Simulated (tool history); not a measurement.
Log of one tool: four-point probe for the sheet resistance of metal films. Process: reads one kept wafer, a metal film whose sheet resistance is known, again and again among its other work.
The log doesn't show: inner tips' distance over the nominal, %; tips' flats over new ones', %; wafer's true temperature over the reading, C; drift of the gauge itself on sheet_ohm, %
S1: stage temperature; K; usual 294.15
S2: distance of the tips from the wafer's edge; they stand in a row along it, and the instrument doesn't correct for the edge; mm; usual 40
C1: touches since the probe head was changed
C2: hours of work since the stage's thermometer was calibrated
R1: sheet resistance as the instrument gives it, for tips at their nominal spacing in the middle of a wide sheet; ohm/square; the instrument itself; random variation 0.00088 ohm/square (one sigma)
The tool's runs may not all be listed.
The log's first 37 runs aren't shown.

{"run": 38, "hour": 1969.1, "S1": 294.15, "S2": 8, "C1": 102417, "C2": 433, "R1": 4.431364}
{"run": 39, "hour": 2043.2, "S1": 299.15, "S2": 30, "C1": 104355, "C2": 467, "R1": 4.356514}
{"run": 40, "hour": 2099.0, "S1": 294.15, "S2": 36, "C1": 105817, "C2": 493, "R1": 4.373304}
{"run": 41, "hour": 2174.6, "S1": 294.15, "S2": 36, "C1": 107796, "C2": 528, "R1": 4.371833}
{"run": 42, "hour": 2249.3, "S1": 303.15, "S2": 20, "C1": 109751, "C2": 563, "R1": 4.345334}
{"run": 43, "hour": 2286.4, "S1": 304.15, "S2": 7, "C1": 110722, "C2": 580, "R1": 4.409944}
{"run": 44, "hour": 2350.7, "S1": 293.15, "S2": 5, "C1": 112404, "C2": 610, "R1": 4.518419}
{"run": 45, "hour": 2409.4, "S1": 293.15, "S2": 5, "C1": 113941, "C2": 637, "R1": 4.516762}
{"run": 46, "hour": 2484.5, "S1": 293.15, "S2": 5, "C1": 115906, "C2": 672, "R1": 4.517192}

Forecast each of these 3 alternatives for the next run:
{"run": "A", "hour": 2551.2, "S1": 298.15, "S2": 40, "C1": 117653, "C2": 703, "R1": "?"}
{"run": "B", "hour": 2551.2, "S1": 293.15, "S2": 5, "C1": 117653, "C2": 703, "R1": "?"}
{"run": "C", "hour": 2551.2, "S1": 294.15, "S2": 35, "C1": 117653, "C2": 703, "R1": "?"}

run=A R1=4.353962
run=B R1=4.517637
run=C R1=4.36815
Without the tool's hidden state the same runs would have given:
run=A R1=4.400405
run=B R1=4.565718
run=C R1=4.414755

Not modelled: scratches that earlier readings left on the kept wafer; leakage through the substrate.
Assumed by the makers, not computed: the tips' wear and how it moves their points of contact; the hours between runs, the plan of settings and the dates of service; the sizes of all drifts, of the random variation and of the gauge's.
